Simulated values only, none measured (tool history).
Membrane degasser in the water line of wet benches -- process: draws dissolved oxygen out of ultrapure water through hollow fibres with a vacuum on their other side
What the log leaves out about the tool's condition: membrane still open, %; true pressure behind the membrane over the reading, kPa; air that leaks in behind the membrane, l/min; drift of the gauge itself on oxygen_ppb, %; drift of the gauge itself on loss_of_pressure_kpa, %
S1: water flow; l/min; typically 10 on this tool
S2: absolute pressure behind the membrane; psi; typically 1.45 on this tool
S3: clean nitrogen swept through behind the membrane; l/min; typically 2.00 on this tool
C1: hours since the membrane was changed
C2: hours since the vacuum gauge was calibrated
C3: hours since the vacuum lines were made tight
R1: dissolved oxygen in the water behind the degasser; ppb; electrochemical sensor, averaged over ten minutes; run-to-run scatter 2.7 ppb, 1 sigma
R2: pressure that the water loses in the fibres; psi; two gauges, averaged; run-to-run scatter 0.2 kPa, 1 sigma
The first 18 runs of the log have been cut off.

run	hour	S1	S2	S3	C1	C2	C3	R1	R2
19	1990.5	12	1.20	1.27	6570	2844	1416	392.0	7.555
20	2162.5	6	3.45	1.59	6742	3016	1588	229.4	3.787
21	2336.4	9	1.45	1.77	6916	3190	1762	226.6	5.643
22	2408.6	10	1.45	2.77	6988	3263	1834	244.2	6.284
23	2508.6	10	1.41	2.00	7088	3363	1934	265.0	6.293
24	2617.5	13	1.41	1.61	7197	3471	2043	441.5	8.173
25	2754.8	7	1.45	4.74	7334	3609	2180	93.6	4.438
26	2913.6	7	1.45	4.74	7493	3767	2339	97.3	4.395

For run 27, what comes out?
27	3023.2	8	1.26	3.72	7602	3877	2449	?	?

Run 27 came out at R1 135.9 ppb, R2 5.028 psi.
If the tool had no hidden condition, the same run with the same run-to-run variation would have returned R1 135.7 ppb, R2 5.027 psi.
